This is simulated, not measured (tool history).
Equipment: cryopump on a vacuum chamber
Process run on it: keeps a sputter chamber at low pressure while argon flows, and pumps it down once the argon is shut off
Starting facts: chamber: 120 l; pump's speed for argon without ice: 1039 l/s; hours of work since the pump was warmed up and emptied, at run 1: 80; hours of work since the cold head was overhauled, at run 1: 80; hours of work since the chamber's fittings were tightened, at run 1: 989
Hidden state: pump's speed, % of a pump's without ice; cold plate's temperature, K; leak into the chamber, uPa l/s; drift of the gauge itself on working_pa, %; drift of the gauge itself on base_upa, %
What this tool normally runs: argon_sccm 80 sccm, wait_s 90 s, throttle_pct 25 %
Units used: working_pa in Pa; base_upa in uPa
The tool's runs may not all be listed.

run    hour  argon_sccm  wait_s  throttle_pct  hours of work since the pump was warmed up and emptied  hours of work since the cold head was overhauled  hours of work since the chamber's fittings were tightened  working_pa  base_upa
  1       0          80      90            25                                                      80                                                80                                                        989      0.5208      2.32
  2      46          80     217            25                                                     120                                               120                                                       1030      0.5271      1.54
  3    69.5          80      90            25                                                     141                                               141                                                       1050      0.5261      2.32
  4     109          80      90            25                                                     175                                               175                                                       1085      0.5316      2.36
  5   163.9          80      90            25                                                     223                                               223                                                       1133      0.5325      2.42
  6   199.9          80      90            25                                                     254                                               254                                                       1164      0.5281      2.42
  7   244.9          80      90            25                                                     294                                               294                                                       1203      0.5303      2.49
  8   282.9          80     299            25                                                     327                                               327                                                       1236      0.5316      1.56
  9   306.9          80     299            25                                                     348                                               348                                                       1257      0.5308      1.57
 10   332.1          80     299            25                                                     370                                               370                                                       1279       0.531      1.62
 11   356.7          80     299            25                                                     391                                               391                                                       1301      0.5345      1.63
 12   386.4          80     299            25                                                     417                                               417                                                       1327      0.5356      1.62
 13   431.6          80     299            25                                                     457                                               457                                                       1366      0.5407      1.66
 14   463.6          80     299            25                                                     484                                               484                                                       1394      0.5366      1.68
 15   512.4          80     299            25                                                     527                                               527                                                       1437      0.5417      1.74
 16   564.9          80     299            25                                                     573                                               573                                                       1482       0.542      1.76
 17   598.9          80     299            25                                                     603                                               603                                                       1512      0.5471      1.83
 18   630.1          80     299            25                                                     630                                               630                                                       1539      0.5417      1.86
 19     672          80      88            21                                                     666                                               666                                                       1576      0.6471      2.81
 20   710.9          80      88            21                                                     700                                               700                                                       1610      0.6452      2.77
 21   758.8          80      88            21                                                     742                                               742                                                       1652      0.6544      2.99
 22   798.2          80     196            50                                                     776                                               776                                                       1686      0.2901      2.25
 23   837.9          80     141            35                                                     811                                               811                                                       1721       0.404      2.57
 24   862.1          80      35            18                                                     832                                               832                                                       1742      0.7571       5.2
 25   895.6          62      48            36                                                     861                                               861                                                       1771      0.3069      4.24
 26     931          62      48            36                                                     892                                               892                                                       1802      0.3069      4.41
      947.2  -- pump warmed up, emptied and cooled again
 27   990.6          62      48            36                                                      38                                               940                                                       1850      0.2829      4.03
 28  1033.5          36     192            55                                                      75                                               977                                                       1887      0.1089      2.13
 29  1083.6          39      65            25                                                     119                                              1021                                                       1931      0.2579      3.34
 30  1121.7         142      39            48                                                     152                                              1054                                                       1964      0.4931      4.73
 31    1170          58     273            17                                                     194                                              1097                                                       2006      0.5591      2.11
 32  1214.2         154      41            45                                                     233                                              1135                                                       2045      0.5744      4.67
 33  1241.6          80      90            50                                                     257                                              1159                                                       2069      0.2707         3

What if the next run were any one of these 3? Each begins from the tool's condition after run 33:
  A  1280.6          75      41            41                                                     291                                              1193                                                       2103           ?         ?
  B  1280.6          59      62            50                                                     291                                              1193                                                       2103           ?         ?
  C  1280.6         107      90            54                                                     291                                              1193                                                       2103           ?         ?

run  working_pa  base_upa
  A       0.309      4.63
  B       0.201      3.73
  C       0.342      3.03
With no hidden state in the tool, these same runs would have given:
run  working_pa  base_upa
  A      0.2976      3.24
  B       0.192      2.31
  C      0.3256      1.62

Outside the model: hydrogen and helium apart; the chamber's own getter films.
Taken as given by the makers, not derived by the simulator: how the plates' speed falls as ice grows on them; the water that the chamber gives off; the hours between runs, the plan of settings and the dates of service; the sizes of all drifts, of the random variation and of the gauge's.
